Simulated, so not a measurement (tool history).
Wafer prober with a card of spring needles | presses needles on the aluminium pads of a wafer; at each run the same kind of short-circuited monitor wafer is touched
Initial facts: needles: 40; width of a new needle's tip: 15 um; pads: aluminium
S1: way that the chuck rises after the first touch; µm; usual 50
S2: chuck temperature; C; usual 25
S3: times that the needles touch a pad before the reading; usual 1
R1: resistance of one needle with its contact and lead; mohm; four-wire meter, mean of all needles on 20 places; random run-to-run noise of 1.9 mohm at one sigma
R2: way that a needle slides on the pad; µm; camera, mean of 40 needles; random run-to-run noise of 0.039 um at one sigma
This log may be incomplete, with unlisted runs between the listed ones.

{"run": 1, "hour": 0.0, "S1": 50, "S2": 25, "S3": 1, "R1": 215, "R2": 12.82}
{"run": 2, "hour": 16.9, "S1": 50, "S2": 25, "S3": 1, "R1": 227, "R2": 12.86}
{"hour": 25.5, "done": "tips cleaned on abrasive film"}
{"run": 3, "hour": 40.2, "S1": 50, "S2": 25, "S3": 1, "R1": 216, "R2": 12.92}
{"run": 4, "hour": 67.4, "S1": 50, "S2": 25, "S3": 1, "R1": 231, "R2": 12.9}
{"hour": 71.1, "done": "tips cleaned on abrasive film"}
{"run": 5, "hour": 83.3, "S1": 50, "S2": 25, "S3": 1, "R1": 221, "R2": 12.92}
{"run": 6, "hour": 107.1, "S1": 50, "S2": 25, "S3": 1, "R1": 227, "R2": 12.86}
{"hour": 115.9, "done": "tips cleaned on abrasive film"}
{"run": 7, "hour": 132.2, "S1": 50, "S2": 25, "S3": 1, "R1": 218, "R2": 12.84}
{"run": 8, "hour": 146.0, "S1": 50, "S2": 25, "S3": 1, "R1": 221, "R2": 12.82}
{"hour": 161.0, "done": "tips cleaned on abrasive film"}
{"run": 9, "hour": 161.8, "S1": 50, "S2": 25, "S3": 1, "R1": 207, "R2": 12.79}
{"run": 10, "hour": 182.5, "S1": 50, "S2": 25, "S3": 1, "R1": 223, "R2": 12.75}
{"hour": 205.6, "done": "tips cleaned on abrasive film"}
{"run": 11, "hour": 209.0, "S1": 50, "S2": 54, "S3": 1, "R1": 215, "R2": 12.78}
{"run": 12, "hour": 226.0, "S1": 50, "S2": 54, "S3": 1, "R1": 226, "R2": 12.82}
{"run": 13, "hour": 238.8, "S1": 50, "S2": 25, "S3": 1, "R1": 225, "R2": 12.75}
{"hour": 250.3, "done": "tips cleaned on abrasive film"}
{"run": 14, "hour": 264.2, "S1": 50, "S2": 25, "S3": 3, "R1": 208, "R2": 12.72}
{"run": 15, "hour": 283.0, "S1": 50, "S2": 25, "S3": 3, "R1": 212, "R2": 12.74}
{"hour": 296.8, "done": "tips cleaned on abrasive film"}
{"run": 16, "hour": 297.7, "S1": 52, "S2": 25, "S3": 1, "R1": 210, "R2": 13.33}
{"run": 17, "hour": 310.9, "S1": 52, "S2": 25, "S3": 1, "R1": 217, "R2": 13.27}
{"run": 18, "hour": 327.4, "S1": 52, "S2": 47, "S3": 1, "R1": 230, "R2": 13.19}
{"run": 19, "hour": 339.1, "S1": 67, "S2": 58, "S3": 1, "R1": 224, "R2": 17.09}
{"hour": 342.4, "done": "tips cleaned on abrasive film"}
{"run": 20, "hour": 365.1, "S1": 67, "S2": 106, "S3": 3, "R1": 228, "R2": 17.22}
{"hour": 387.0, "done": "tips cleaned on abrasive film"}
{"run": 21, "hour": 392.0, "S1": 50, "S2": 122, "S3": 3, "R1": 231, "R2": 12.64}
{"run": 22, "hour": 405.3, "S1": 43, "S2": 110, "S3": 2, "R1": 243, "R2": 10.86}
{"run": 23, "hour": 425.4, "S1": 37, "S2": 63, "S3": 2, "R1": 240, "R2": 9.31}
{"hour": 431.9, "done": "tips cleaned on abrasive film"}
{"run": 24, "hour": 451.1, "S1": 37, "S2": 63, "S3": 2, "R1": 238, "R2": 9.2}
{"run": 25, "hour": 472.5, "S1": 51, "S2": 37, "S3": 2, "R1": 220, "R2": 12.86}
{"hour": 476.8, "done": "tips cleaned on abrasive film"}
{"run": 26, "hour": 496.5, "S1": 51, "S2": 37, "S3": 2, "R1": 217, "R2": 12.95}
{"run": 27, "hour": 515.2, "S1": 43, "S2": 79, "S3": 2, "R1": 236, "R2": 10.8}
{"hour": 521.9, "done": "tips cleaned on abrasive film"}
{"run": 28, "hour": 528.5, "S1": 43, "S2": 79, "S3": 2, "R1": 227, "R2": 10.8}
{"run": 29, "hour": 542.8, "S1": 43, "S2": 79, "S3": 2, "R1": 233, "R2": 10.83}
{"run": 30, "hour": 564.6, "S1": 50, "S2": 52, "S3": 1, "R1": 236, "R2": 12.69}
{"hour": 568.3, "done": "tips cleaned on abrasive film"}
{"run": 31, "hour": 577.9, "S1": 50, "S2": 52, "S3": 1, "R1": 224, "R2": 12.56}
{"run": 32, "hour": 604.0, "S1": 50, "S2": 26, "S3": 1, "R1": 228, "R2": 12.58}
{"hour": 612.8, "done": "tips cleaned on abrasive film"}
{"run": 33, "hour": 628.2, "S1": 50, "S2": 26, "S3": 1, "R1": 224, "R2": 12.55}
{"run": 34, "hour": 652.3, "S1": 50, "S2": 26, "S3": 1, "R1": 232, "R2": 12.58}

What if the next run were any one of these 3? Each begins from the tool's condition after run 34:
{"hour": 659.3, "done": "tips cleaned on abrasive film"}
{"run": "A", "hour": 679.1, "S1": 50, "S2": 67, "S3": 1, "R1": "?", "R2": "?"}
{"hour": 659.3, "done": "tips cleaned on abrasive film"}
{"run": "B", "hour": 679.1, "S1": 50, "S2": 27, "S3": 1, "R1": "?", "R2": "?"}
{"hour": 659.3, "done": "tips cleaned on abrasive film"}
{"run": "C", "hour": 679.1, "S1": 41, "S2": 26, "S3": 2, "R1": "?", "R2": "?"}

run=A R1=231 R2=12.63
run=B R1=219 R2=12.62
run=C R1=222 R2=10.23
Without the tool's unlogged condition, the same runs would have read:
run=A R1=215 R2=13.05
run=B R1=202 R2=13.05
run=C R1=207 R2=10.65

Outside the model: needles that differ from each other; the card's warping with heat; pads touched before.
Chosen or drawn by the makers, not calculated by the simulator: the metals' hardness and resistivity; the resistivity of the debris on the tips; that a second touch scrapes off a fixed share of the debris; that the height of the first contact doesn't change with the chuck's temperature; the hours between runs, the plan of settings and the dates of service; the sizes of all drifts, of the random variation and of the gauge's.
